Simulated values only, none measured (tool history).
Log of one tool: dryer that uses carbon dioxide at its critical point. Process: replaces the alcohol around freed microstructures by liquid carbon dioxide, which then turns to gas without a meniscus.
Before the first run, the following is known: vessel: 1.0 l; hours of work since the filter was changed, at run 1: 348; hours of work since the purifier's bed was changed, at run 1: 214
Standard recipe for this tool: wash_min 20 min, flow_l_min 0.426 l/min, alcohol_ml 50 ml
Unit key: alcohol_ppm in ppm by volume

run	hour	wash_min	flow_l_min	alcohol_ml	hours of work since the filter was changed	hours of work since the purifier's bed was changed	alcohol_ppm
1	0.0	20	0.426	50	348	214	63
2	16.2	20	0.426	50	354	219	71
3	29.8	20	0.426	50	358	224	77
4	48.4	20	0.300	50	365	231	289
5	65.3	20	0.426	50	371	237	72
6	75.6	20	0.426	50	375	241	75
7	93.1	20	0.426	50	381	247	76
8	112.2	25	0.426	50	388	254	47
9	128.9	25	0.426	50	394	260	50
10	145.3	12	0.317	107	400	266	3909
11	164.9	12	0.317	107	407	273	3870
12	183.3	12	0.317	38	413	279	1401
13	192.5	17	0.305	87	417	282	981
14	203.9	17	0.305	87	421	287	960
15	218.0	17	0.305	87	426	292	983
16	229.2	20	0.490	34	430	296	55
17	244.0	31	0.286	35	435	301	61
18	259.5	20	0.543	86	441	306	66

What if the next run were any one of these 3? Each begins from the tool's condition after run 18:
A	279.6	27	0.543	86	448	314	?
B	279.6	20	0.543	68	448	314	?
C	279.6	20	0.588	20	448	314	?

run	alcohol_ppm
A	50
B	57
C	52
Stripped of hidden state, with their random variation kept, the same runs would have yielded:
run	alcohol_ppm
A	6
B	10
C	8
